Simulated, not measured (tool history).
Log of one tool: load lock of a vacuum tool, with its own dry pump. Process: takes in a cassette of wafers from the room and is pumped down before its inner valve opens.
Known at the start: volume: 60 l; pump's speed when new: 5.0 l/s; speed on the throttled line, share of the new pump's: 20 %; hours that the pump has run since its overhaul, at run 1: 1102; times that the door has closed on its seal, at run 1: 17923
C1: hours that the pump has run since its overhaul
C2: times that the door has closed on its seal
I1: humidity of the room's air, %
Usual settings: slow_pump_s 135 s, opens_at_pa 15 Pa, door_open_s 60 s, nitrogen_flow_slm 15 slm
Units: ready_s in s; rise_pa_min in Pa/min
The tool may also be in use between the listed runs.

Run 1, hour 0.0: usual settings; C1 1102; C2 17923; I1 44.7. Result: ready_s 216.9 s, rise_pa_min 0.256 Pa/min.
Run 2, hour 75.2: usual settings but door_open_s 192 s; C1 1178; C2 18179; I1 45.4. Result: ready_s 218.1 s, rise_pa_min 0.278 Pa/min.
Run 3, hour 135.5: usual settings; C1 1238; C2 18385; I1 45.4. Result: ready_s 221.2 s, rise_pa_min 0.265 Pa/min.
Run 4, hour 199.2: usual settings; C1 1302; C2 18601; I1 45.4. Result: ready_s 217.2 s, rise_pa_min 0.267 Pa/min.
Run 5, hour 286.4: usual settings; C1 1389; C2 18898; I1 42.9. Result: ready_s 216.1 s, rise_pa_min 0.268 Pa/min.
Run 6, hour 357.6: usual settings; C1 1460; C2 19140; I1 42.0. Result: ready_s 217.8 s, rise_pa_min 0.270 Pa/min.
Run 7, hour 407.8: usual settings; C1 1510; C2 19311; I1 50.3. Result: ready_s 218.9 s, rise_pa_min 0.278 Pa/min.
Run 8, hour 523.4: usual settings but nitrogen_flow_slm 5 slm; C1 1626; C2 19705; I1 48.0. Result: ready_s 217.9 s, rise_pa_min 0.296 Pa/min.
Run 9, hour 620.5: usual settings but nitrogen_flow_slm 5 slm; C1 1723; C2 20035; I1 44.5. Result: ready_s 216.8 s, rise_pa_min 0.305 Pa/min.
Run 10, hour 716.1: usual settings but nitrogen_flow_slm 5 slm; C1 1819; C2 20360; I1 43.4. Result: ready_s 217.3 s, rise_pa_min 0.304 Pa/min.
Run 11, hour 786.1: usual settings but nitrogen_flow_slm 9 slm; C1 1889; C2 20599; I1 41.8. Result: ready_s 217.3 s, rise_pa_min 0.309 Pa/min.
Run 12, hour 838.1: usual settings; C1 1941; C2 20776; I1 49.2. Result: ready_s 217.2 s, rise_pa_min 0.316 Pa/min.
Run 13, hour 899.8: usual settings; C1 2002; C2 20986; I1 39.1. Result: ready_s 220.6 s, rise_pa_min 0.305 Pa/min.
Run 14, hour 970.1: usual settings; C1 2073; C2 21225; I1 46.2. Result: ready_s 220.6 s, rise_pa_min 0.320 Pa/min.
Run 15, hour 1054.5: usual settings but nitrogen_flow_slm 18 slm; C1 2157; C2 21512; I1 44.9. Result: ready_s 219.8 s, rise_pa_min 0.328 Pa/min.
Run 16, hour 1168.5: usual settings; C1 2271; C2 21900; I1 44.6. Result: ready_s 221.3 s, rise_pa_min 0.330 Pa/min.
Run 17, hour 1258.4: usual settings; C1 2361; C2 22206; I1 48.4. Result: ready_s 220.1 s, rise_pa_min 0.337 Pa/min.
Run 18, hour 1306.9: usual settings; C1 2409; C2 22371; I1 41.6. Result: ready_s 217.9 s, rise_pa_min 0.343 Pa/min.
Run 19, hour 1415.0: usual settings but opens_at_pa 21 Pa, door_open_s 179 s, nitrogen_flow_slm 22 slm; C1 2517; C2 22739; I1 45.5. Result: ready_s 213.9 s, rise_pa_min 0.355 Pa/min.
Run 20, hour 1523.4: usual settings but slow_pump_s 104 s, door_open_s 61 s; C1 2626; C2 23108; I1 47.4. Result: ready_s 195.2 s, rise_pa_min 0.355 Pa/min.
Run 21, hour 1602.5: usual settings but slow_pump_s 104 s, door_open_s 61 s; C1 2705; C2 23377; I1 39.9. Result: ready_s 194.9 s, rise_pa_min 0.363 Pa/min.
Run 22, hour 1698.4: usual settings but slow_pump_s 104 s, door_open_s 61 s; C1 2801; C2 23704; I1 44.3. Result: ready_s 195.4 s, rise_pa_min 0.370 Pa/min.
Run 23, hour 1752.4: usual settings but nitrogen_flow_slm 24 slm; C1 2855; C2 23888; I1 42.7. Result: ready_s 218.7 s, rise_pa_min 0.369 Pa/min.
Run 24, hour 1842.7: usual settings but nitrogen_flow_slm 24 slm; C1 2945; C2 24195; I1 43.6. Result: ready_s 218.6 s, rise_pa_min 0.370 Pa/min.
Run 25, hour 1900.1: usual settings but opens_at_pa 22 Pa, nitrogen_flow_slm 24 slm; C1 3003; C2 24390; I1 43.7. Result: ready_s 213.3 s, rise_pa_min 0.379 Pa/min.
Run 26, hour 1984.9: usual settings but opens_at_pa 22 Pa, nitrogen_flow_slm 24 slm; C1 3087; C2 24679; I1 45.0. Result: ready_s 215.7 s, rise_pa_min 0.393 Pa/min.
At hour 2008.8: door's seal changed, seat wiped.
Run 27, hour 2067.3: usual settings but slow_pump_s 194 s, opens_at_pa 29 Pa; C1 3168; C2 199; I1 43.7. Result: ready_s 260.2 s, rise_pa_min 0.027 Pa/min.
Run 28, hour 2154.8: usual settings but slow_pump_s 194 s, opens_at_pa 29 Pa; C1 3256; C2 497; I1 46.0. Result: ready_s 257.0 s, rise_pa_min 0.032 Pa/min.
Run 29, hour 2248.9: usual settings but slow_pump_s 177 s, opens_at_pa 29 Pa, nitrogen_flow_slm 25 slm; C1 3350; C2 817; I1 41.4. Result: ready_s 243.4 s, rise_pa_min 0.026 Pa/min.
Run 30, hour 2296.4: usual settings but slow_pump_s 83 s, opens_at_pa 20 Pa, door_open_s 96 s, nitrogen_flow_slm 11 slm; C1 3397; C2 979; I1 44.8. Result: ready_s 173.8 s, rise_pa_min 0.041 Pa/min.
Run 31, hour 2367.6: usual settings but slow_pump_s 99 s, opens_at_pa 25 Pa, door_open_s 39 s, nitrogen_flow_slm 6 slm; C1 3469; C2 1221; I1 47.2. Result: ready_s 183.7 s, rise_pa_min 0.037 Pa/min.
Run 32, hour 2423.9: usual settings but slow_pump_s 99 s, opens_at_pa 25 Pa, door_open_s 39 s, nitrogen_flow_slm 6 slm; C1 3525; C2 1413; I1 46.6. Result: ready_s 184.3 s, rise_pa_min 0.036 Pa/min.
Run 33, hour 2506.7: usual settings but slow_pump_s 87 s, opens_at_pa 11 Pa, door_open_s 106 s, nitrogen_flow_slm 4 slm; C1 3608; C2 1695; I1 40.3. Result: ready_s 188.0 s, rise_pa_min 0.052 Pa/min.
Run 34, hour 2572.8: usual settings but slow_pump_s 87 s, opens_at_pa 11 Pa, door_open_s 106 s, nitrogen_flow_slm 5 slm; C1 3674; C2 1920; I1 48.6. Result: ready_s 185.6 s, rise_pa_min 0.066 Pa/min.
Run 35, hour 2667.9: usual settings but opens_at_pa 20 Pa, nitrogen_flow_slm 12 slm; C1 3769; C2 2244; I1 47.8. Result: ready_s 216.0 s, rise_pa_min 0.043 Pa/min.

Forecast each of these 5 alternatives for the next run:
Run A, hour 2768.8: usual settings but slow_pump_s 160 s, opens_at_pa 20 Pa, door_open_s 35 s, nitrogen_flow_slm 7 slm; C1 3870; C2 2587; I1 47.3. Result: ready_s ?, rise_pa_min ?.
Run B, hour 2768.8: usual settings but slow_pump_s 106 s, opens_at_pa 24 Pa, door_open_s 35 s, nitrogen_flow_slm 12 slm; C1 3870; C2 2587; I1 46.1. Result: ready_s ?, rise_pa_min ?.
Run C, hour 2768.8: usual settings but opens_at_pa 20 Pa, door_open_s 218 s; C1 3870; C2 2587; I1 46.4. Result: ready_s ?, rise_pa_min ?.
Run D, hour 2768.8: usual settings but nitrogen_flow_slm 20 slm; C1 3870; C2 2587; I1 43.7. Result: ready_s ?, rise_pa_min ?.
Run E, hour 2768.8: usual settings but slow_pump_s 97 s; C1 3870; C2 2587; I1 44.3. Result: ready_s ?, rise_pa_min ?.

run  ready_s  rise_pa_min
  A    238.2        0.051
  B    190.7        0.042
  C    217.0        0.059
  D    219.2        0.042
  E    188.4        0.042
Without the tool's hidden state the same runs would have given:
run  ready_s  rise_pa_min
  A    234.5        0.037
  B    186.6        0.028
  C    213.1        0.045
  D    215.1        0.028
  E    184.0        0.028
